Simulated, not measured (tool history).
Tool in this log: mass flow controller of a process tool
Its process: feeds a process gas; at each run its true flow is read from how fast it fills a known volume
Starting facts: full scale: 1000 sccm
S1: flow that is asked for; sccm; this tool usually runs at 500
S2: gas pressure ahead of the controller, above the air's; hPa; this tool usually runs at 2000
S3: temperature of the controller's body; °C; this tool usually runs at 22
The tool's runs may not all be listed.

Run 1, hour 0.0: usual settings. Result: true flow (%) 99.00.
Run 2, hour 124.5: usual settings but S1 104 sccm. Result: true flow (%) 97.38.
Run 3, hour 234.8: usual settings but S1 104 sccm. Result: true flow (%) 97.20.
Run 4, hour 370.9: usual settings but S1 104 sccm. Result: true flow (%) 97.04.
Run 5, hour 494.2: usual settings. Result: true flow (%) 98.74.
Run 6, hour 592.5: usual settings. Result: true flow (%) 98.76.
Run 7, hour 750.3: usual settings. Result: true flow (%) 98.65.
Run 8, hour 821.2: usual settings. Result: true flow (%) 98.61.
Run 9, hour 968.0: usual settings. Result: true flow (%) 98.60.
Run 10, hour 1052.4: usual settings but S2 1890 hPa. Result: true flow (%) 98.64.
Run 11, hour 1173.6: usual settings. Result: true flow (%) 98.74.
Run 12, hour 1238.5: usual settings but S3 23 °C. Result: true flow (%) 98.63.
Run 13, hour 1303.0: usual settings but S3 23 °C. Result: true flow (%) 98.65.
Run 14, hour 1420.9: usual settings but S3 23 °C. Result: true flow (%) 98.71.
Run 15, hour 1550.6: usual settings but S2 2750 hPa. Result: true flow (%) 98.03.
Run 16, hour 1701.1: usual settings but S2 2750 hPa. Result: true flow (%) 97.86.
Run 17, hour 1841.0: usual settings but S2 2750 hPa. Result: true flow (%) 98.04.
Run 18, hour 1944.9: usual settings but S3 29 °C. Result: true flow (%) 99.14.
Run 19, hour 2070.9: usual settings but S3 29 °C. Result: true flow (%) 99.08.
Run 20, hour 2174.1: usual settings but S2 2420 hPa. Result: true flow (%) 98.13.
Run 21, hour 2285.5: usual settings. Result: true flow (%) 98.37.
Run 22, hour 2418.9: usual settings. Result: true flow (%) 98.27.
Run 23, hour 2523.2: usual settings. Result: true flow (%) 98.22.
Run 24, hour 2631.7: usual settings. Result: true flow (%) 98.24.
Run 25, hour 2743.2: usual settings but S1 931 sccm, S2 1440 hPa, S3 24 °C. Result: true flow (%) 99.31.
Run 26, hour 2818.0: usual settings but S2 2260 hPa. Result: true flow (%) 98.12.
At hour 2832.4: controller's zero set anew.
Run 27, hour 2894.3: usual settings but S2 2260 hPa. Result: true flow (%) 97.85.
Run 28, hour 3002.2: usual settings but S1 128 sccm, S2 1730 hPa, S3 40 °C. Result: true flow (%) 96.69.
At hour 3071.6: controller's zero set anew, once more.
Run 29, hour 3071.6: usual settings but S1 938 sccm, S2 2020 hPa, S3 34 °C. Result: true flow (%) 100.34.
Run 30, hour 3145.3: usual settings but S1 273 sccm, S2 1790 hPa, S3 25 °C. Result: true flow (%) 99.12.
Run 31, hour 3231.9: usual settings but S1 273 sccm, S2 1790 hPa, S3 25 °C. Result: true flow (%) 99.07.
Run 32, hour 3343.4: usual settings but S1 279 sccm, S2 2760 hPa, S3 34 °C. Result: true flow (%) 99.14.
Run 33, hour 3413.8: usual settings but S1 315 sccm. Result: true flow (%) 98.47.
Run 34, hour 3543.2: usual settings but S1 273 sccm, S3 37 °C. Result: true flow (%) 99.85.
Run 35, hour 3665.0: usual settings but S2 1860 hPa, S3 31 °C. Result: true flow (%) 99.68.
Run 36, hour 3782.4: usual settings but S2 1860 hPa, S3 31 °C. Result: true flow (%) 99.64.
Run 37, hour 3896.0: usual settings but S2 1860 hPa, S3 31 °C. Result: true flow (%) 99.48.
Run 38, hour 4056.9: usual settings but S2 1990 hPa, S3 29 °C. Result: true flow (%) 99.22.
Run 39, hour 4175.0: usual settings but S1 392 sccm, S2 2560 hPa, S3 33 °C. Result: true flow (%) 99.11.
Run 40, hour 4261.4: usual settings but S1 392 sccm, S2 2560 hPa, S3 33 °C. Result: true flow (%) 99.05.
Run 41, hour 4396.8: usual settings but S1 529 sccm, S2 2560 hPa, S3 33 °C. Result: true flow (%) 99.18.
Run 42, hour 4532.5: usual settings but S1 230 sccm, S2 2330 hPa. Result: true flow (%) 97.70.
Run 43, hour 4623.8: usual settings but S1 230 sccm, S2 2330 hPa. Result: true flow (%) 97.65.
Run 44, hour 4777.3: usual settings but S1 605 sccm, S2 2790 hPa, S3 34 °C. Result: true flow (%) 99.14.
Run 45, hour 4931.5: usual settings but S1 435 sccm, S2 2220 hPa, S3 28 °C. Result: true flow (%) 98.86.
Run 46, hour 5043.3: usual settings but S1 711 sccm, S2 1800 hPa, S3 24 °C. Result: true flow (%) 98.83.
Run 47, hour 5124.7: usual settings but S1 127 sccm, S2 1540 hPa, S3 25 °C. Result: true flow (%) 97.57.

Below, each run's measurement less what the same run would have read without the hidden state. Both values contain the same run-to-run variation, but the gauge's scatter may not be the same in both:
The hidden state here: flow at rest that the sensor doesn't see, % of full scale; true flow over the shown one, %; drift of the gauge itself on true_pct, %.
run  true flow (%)
  1          -0.41
  2          -1.81
  3          -1.90
  4          -2.02
  5          -0.55
  6          -0.57
  7          -0.62
  8          -0.63
  9          -0.67
 10          -0.70
 11          -0.73
 12          -0.75
 13          -0.77
 14          -0.80
 15          -0.83
 16          -0.87
 17          -0.91
 18          -0.94
 19          -0.97
 20          -1.00
 21          -1.03
 22          -1.06
 23          -1.10
 24          -1.13
 25          -0.81
 26          -1.18
 27          -1.37
 28          -4.22
 29          -0.47
 30          -0.56
 31          -0.60
 32          -0.64
 33          -0.65
 34          -0.72
 35          -0.66
 36          -0.69
 37          -0.73
 38          -0.77
 39          -0.87
 40          -0.90
 41          -0.85
 42          -1.23
 43          -1.27
 44          -0.91
 45          -1.06
 46          -0.93
 47          -2.16
